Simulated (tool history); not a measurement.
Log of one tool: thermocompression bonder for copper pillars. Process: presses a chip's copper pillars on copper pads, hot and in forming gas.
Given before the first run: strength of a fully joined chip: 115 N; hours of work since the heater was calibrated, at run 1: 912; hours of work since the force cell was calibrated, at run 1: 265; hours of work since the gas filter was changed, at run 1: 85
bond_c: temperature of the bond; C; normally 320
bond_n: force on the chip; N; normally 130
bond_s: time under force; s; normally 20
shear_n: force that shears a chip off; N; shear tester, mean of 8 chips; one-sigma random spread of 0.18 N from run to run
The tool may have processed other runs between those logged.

run	hour	bond_c	bond_n	bond_s	hours of work since the heater was calibrated	hours of work since the force cell was calibrated	hours of work since the gas filter was changed	shear_n
1	0	320	130	20	912	265	85	44.3
2	9	320	130	20	919	272	92	44.3
3	12.9	320	130	20	922	275	95	44.2
4	19.8	299	130	20	927	281	101	36.2
5	28.7	299	130	20	934	288	107	36.3
6	34.6	299	130	20	939	292	112	36.2
7	39.1	320	130	20	942	296	116	44.2
8	45.5	320	130	20	947	301	120	43.8
# hour 52.8: forming gas filter changed
9	53.5	320	130	20	953	306	1	45.7
10	59.8	320	130	20	958	311	5	45.3
11	67.8	320	130	20	964	317	12	45.7
12	73.6	320	130	20	968	322	16	45.3
13	82.6	320	130	20	975	329	23	45.4
14	88.6	320	176	20	980	334	28	57.4
15	95.9	320	176	20	986	339	33	56.7
16	101.3	320	176	20	990	343	38	57.4
17	108.4	320	85	59	995	349	43	48.7
18	114.2	320	85	59	1000	353	47	48.7
19	120	320	130	31	1004	358	52	52.9
20	128	320	130	31	1010	364	58	52.8
21	136.5	314	130	31	1017	371	65	50.4
22	142.8	332	137	14	1022	375	70	45.1
23	150.4	320	130	37	1028	381	76	56.4
24	157.4	320	130	37	1033	387	81	55.8
25	162.1	328	133	45	1037	390	85	64.5
26	168	328	99	50	1041	395	89	54.4
27	174	298	111	16	1046	400	94	28.9
28	180.5	320	120	10	1051	405	99	31.6
29	185	320	131	13	1055	408	102	38
30	191.5	320	131	13	1060	413	107	37.4
31	197.1	296	103	38	1064	418	112	37.5

Predict each of these 3 candidate next runs independently; none follows another, all start after run 31:
A	200.9	292	150	29	1067	420	115	?
B	200.9	320	130	26	1067	420	115	?
C	200.9	317	185	13	1067	420	115	?

run	shear_n
A	44.3
B	49.2
C	48
Had the tool no hidden state, the same runs would have come out as:
run	shear_n
A	41.8
B	47
C	45.8
